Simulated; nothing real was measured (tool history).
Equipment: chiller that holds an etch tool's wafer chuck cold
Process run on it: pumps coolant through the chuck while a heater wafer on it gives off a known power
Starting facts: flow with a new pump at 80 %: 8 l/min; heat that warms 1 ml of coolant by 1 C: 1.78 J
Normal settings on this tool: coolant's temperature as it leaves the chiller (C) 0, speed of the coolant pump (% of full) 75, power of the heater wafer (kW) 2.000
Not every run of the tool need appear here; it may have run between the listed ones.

run,hour,coolant's temperature as it leaves the chiller (C),speed of the coolant pump (% of full),power of the heater wafer (kW),chuck's temperature once it has settled (C),how much warmer the coolant comes back (C)
1,0.0,0,75,2.000,18.6,9.16
2,41.4,0,75,2.000,18.4,9.19
3,79.6,0,92,2.000,15.4,7.38
4,118.5,0,75,2.000,18.4,9.10
5,184.3,0,75,2.000,18.6,9.14
6,247.7,0,75,2.000,18.4,9.16
7,284.0,0,75,2.000,18.5,9.12
8,333.4,0,75,2.000,18.4,9.20
9,373.8,0,75,2.000,18.5,9.18
10,405.9,0,75,2.000,18.5,9.18
# hour 410.5: chiller's thermometer calibrated
11,447.0,-2,75,2.000,16.3,9.16
12,477.7,-2,75,2.000,16.5,9.15
13,514.7,-2,75,2.000,16.4,9.11
14,585.5,-2,75,2.000,16.4,9.13
15,655.2,6,75,1.801,22.6,8.30
# hour 691.5: chiller's thermometer calibrated, once more
16,724.9,6,75,1.801,23.0,8.24
17,763.7,5,75,1.288,17.1,5.93
18,808.3,5,86,1.288,16.0,5.15
19,879.5,1,86,1.742,15.7,6.87
20,933.4,1,93,1.742,15.0,6.39
21,993.9,-3,80,1.636,11.8,7.04

Here are 5 independent what-if runs from the current tool condition. What would each one return?
A,1061.3,9,64,1.717,?,?
B,1061.3,-4,62,2.000,?,?
C,1061.3,0,69,1.080,?,?
D,1061.3,-4,65,2.171,?,?
E,1061.3,-3,80,2.031,?,?

run,chuck's temperature once it has settled (C),how much warmer the coolant comes back (C)
A,27.7,9.31
B,18.4,11.21
C,11.0,5.40
D,19.3,11.64
E,15.5,8.82
The same runs, with their run-to-run variation unchanged, on a tool lacking any hidden condition would have given:
run,chuck's temperature once it has settled (C),how much warmer the coolant comes back (C)
A,26.8,9.08
B,17.4,10.93
C,10.5,5.26
D,18.2,11.35
E,14.6,8.60
